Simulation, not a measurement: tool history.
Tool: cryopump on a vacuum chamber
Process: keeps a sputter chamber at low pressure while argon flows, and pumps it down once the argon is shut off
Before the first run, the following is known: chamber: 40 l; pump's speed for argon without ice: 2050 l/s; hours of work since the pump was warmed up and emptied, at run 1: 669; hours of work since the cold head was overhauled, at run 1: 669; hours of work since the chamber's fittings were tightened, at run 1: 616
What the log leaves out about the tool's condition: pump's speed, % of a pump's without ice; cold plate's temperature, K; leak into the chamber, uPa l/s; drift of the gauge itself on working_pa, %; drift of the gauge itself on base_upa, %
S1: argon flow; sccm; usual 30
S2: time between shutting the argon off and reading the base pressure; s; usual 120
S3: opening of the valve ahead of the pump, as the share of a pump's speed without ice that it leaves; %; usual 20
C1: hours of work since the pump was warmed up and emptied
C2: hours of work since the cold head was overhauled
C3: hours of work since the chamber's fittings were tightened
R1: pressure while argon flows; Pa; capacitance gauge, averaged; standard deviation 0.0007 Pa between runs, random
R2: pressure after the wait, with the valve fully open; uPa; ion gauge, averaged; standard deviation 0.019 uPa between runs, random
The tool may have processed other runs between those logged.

run 1 hour=0.0 | S1=30 S2=120 S3=20 | C1=669 C2=669 C3=616 | R1=0.1317 R2=0.73
run 2 hour=71.5 | S1=30 S2=120 S3=20 | C1=706 C2=706 C3=653 | R1=0.1306 R2=0.71
run 3 hour=129.7 | S1=30 S2=28 S3=20 | C1=736 C2=736 C3=684 | R1=0.1317 R2=2.40
run 4 hour=174.1 | S1=30 S2=120 S3=20 | C1=759 C2=759 C3=707 | R1=0.1309 R2=0.72
run 5 hour=245.4 | S1=30 S2=120 S3=20 | C1=796 C2=796 C3=744 | R1=0.1325 R2=0.70
run 6 hour=305.7 | S1=30 S2=120 S3=20 | C1=828 C2=828 C3=775 | R1=0.1331 R2=0.75
run 7 hour=355.9 | S1=30 S2=120 S3=20 | C1=854 C2=854 C3=801 | R1=0.1332 R2=0.74
run 8 hour=408.0 | S1=33 S2=120 S3=20 | C1=881 C2=881 C3=829 | R1=0.1473 R2=0.77
run 9 hour=469.5 | S1=30 S2=120 S3=20 | C1=913 C2=913 C3=861 | R1=0.1339 R2=0.77
run 10 hour=543.0 | S1=30 S2=120 S3=20 | C1=952 C2=952 C3=899 | R1=0.1341 R2=0.79
run 11 hour=648.6 | S1=30 S2=93 S3=20 | C1=1007 C2=1007 C3=954 | R1=0.1356 R2=0.95
run 12 hour=720.7 | S1=30 S2=93 S3=20 | C1=1044 C2=1044 C3=992 | R1=0.1354 R2=0.94
run 13 hour=785.0 | S1=30 S2=148 S3=20 | C1=1078 C2=1078 C3=1025 | R1=0.1353 R2=0.75
run 14 hour=862.0 | S1=30 S2=148 S3=20 | C1=1118 C2=1118 C3=1065 | R1=0.1375 R2=0.72
run 15 hour=952.2 | S1=30 S2=120 S3=20 | C1=1165 C2=1165 C3=1112 | R1=0.1372 R2=0.84
-- hour=1008.4 pump warmed up, emptied and cooled again
run 16 hour=1058.0 | S1=30 S2=120 S3=20 | C1=26 C2=1217 C3=1165 | R1=0.1244 R2=0.72
run 17 hour=1154.4 | S1=30 S2=24 S3=20 | C1=76 C2=1267 C3=1215 | R1=0.1247 R2=2.73
run 18 hour=1244.1 | S1=30 S2=120 S3=25 | C1=123 C2=1314 C3=1262 | R1=0.1005 R2=0.77
run 19 hour=1304.3 | S1=30 S2=120 S3=25 | C1=154 C2=1346 C3=1293 | R1=0.1007 R2=0.74
run 20 hour=1403.5 | S1=30 S2=120 S3=25 | C1=206 C2=1397 C3=1345 | R1=0.1021 R2=0.72
run 21 hour=1448.6 | S1=30 S2=120 S3=25 | C1=229 C2=1421 C3=1368 | R1=0.1022 R2=0.75
run 22 hour=1523.2 | S1=18 S2=120 S3=20 | C1=268 C2=1460 C3=1407 | R1=0.0754 R2=0.74
run 23 hour=1620.8 | S1=30 S2=168 S3=54 | C1=319 C2=1510 C3=1458 | R1=0.0495 R2=0.61
run 24 hour=1701.1 | S1=30 S2=59 S3=29 | C1=361 C2=1552 C3=1500 | R1=0.0881 R2=1.31
run 25 hour=1751.7 | S1=30 S2=59 S3=44 | C1=387 C2=1579 C3=1526 | R1=0.0601 R2=1.31
run 26 hour=1813.3 | S1=30 S2=59 S3=31 | C1=419 C2=1611 C3=1558 | R1=0.0834 R2=1.32
run 27 hour=1901.0 | S1=30 S2=79 S3=26 | C1=465 C2=1656 C3=1604 | R1=0.0988 R2=1.06
run 28 hour=1957.6 | S1=38 S2=89 S3=36 | C1=495 C2=1686 C3=1633 | R1=0.0926 R2=0.97
run 29 hour=2018.8 | S1=45 S2=120 S3=17 | C1=526 C2=1718 C3=1665 | R1=0.2260 R2=0.78
run 30 hour=2072.6 | S1=45 S2=120 S3=17 | C1=554 C2=1746 C3=1693 | R1=0.2253 R2=0.79
run 31 hour=2141.9 | S1=50 S2=85 S3=31 | C1=591 C2=1782 C3=1729 | R1=0.1435 R2=1.00
run 32 hour=2206.2 | S1=12 S2=59 S3=20 | C1=624 C2=1815 C3=1763 | R1=0.0536 R2=1.32
run 33 hour=2305.2 | S1=24 S2=42 S3=16 | C1=676 C2=1867 C3=1814 | R1=0.1290 R2=1.79
run 34 hour=2365.0 | S1=44 S2=248 S3=16 | C1=707 C2=1898 C3=1846 | R1=0.2385 R2=0.51

Measured less the same run without the tool's hidden state. The same run-to-run variation is in both; the gauge's scatter may not be:
run=1 R1=+0.0068 R2=+0.08
run=2 R1=+0.0071 R2=+0.08
run=3 R1=+0.0076 R2=+0.09
run=4 R1=+0.0078 R2=+0.09
run=5 R1=+0.0084 R2=+0.10
run=6 R1=+0.0088 R2=+0.10
run=7 R1=+0.0091 R2=+0.10
run=8 R1=+0.0106 R2=+0.12
run=9 R1=+0.0101 R2=+0.12
run=10 R1=+0.0107 R2=+0.12
run=11 R1=+0.0115 R2=+0.14
run=12 R1=+0.0120 R2=+0.15
run=13 R1=+0.0124 R2=+0.15
run=14 R1=+0.0132 R2=+0.16
run=15 R1=+0.0139 R2=+0.17
run=16 R1=+0.0008 R2=+0.07
run=17 R1=+0.0013 R2=+0.07
run=18 R1=+0.0016 R2=+0.08
run=19 R1=+0.0018 R2=+0.08
run=20 R1=+0.0023 R2=+0.09
run=21 R1=+0.0025 R2=+0.09
run=22 R1=+0.0017 R2=+0.10
run=23 R1=+0.0034 R2=+0.10
run=24 R1=+0.0038 R2=+0.11
run=25 R1=+0.0040 R2=+0.11
run=26 R1=+0.0043 R2=+0.12
run=27 R1=+0.0047 R2=+0.12
run=28 R1=+0.0064 R2=+0.12
run=29 R1=+0.0081 R2=+0.13
run=30 R1=+0.0086 R2=+0.14
run=31 R1=+0.0102 R2=+0.14
run=32 R1=+0.0027 R2=+0.15
run=33 R1=+0.0057 R2=+0.16
run=34 R1=+0.0112 R2=+0.16
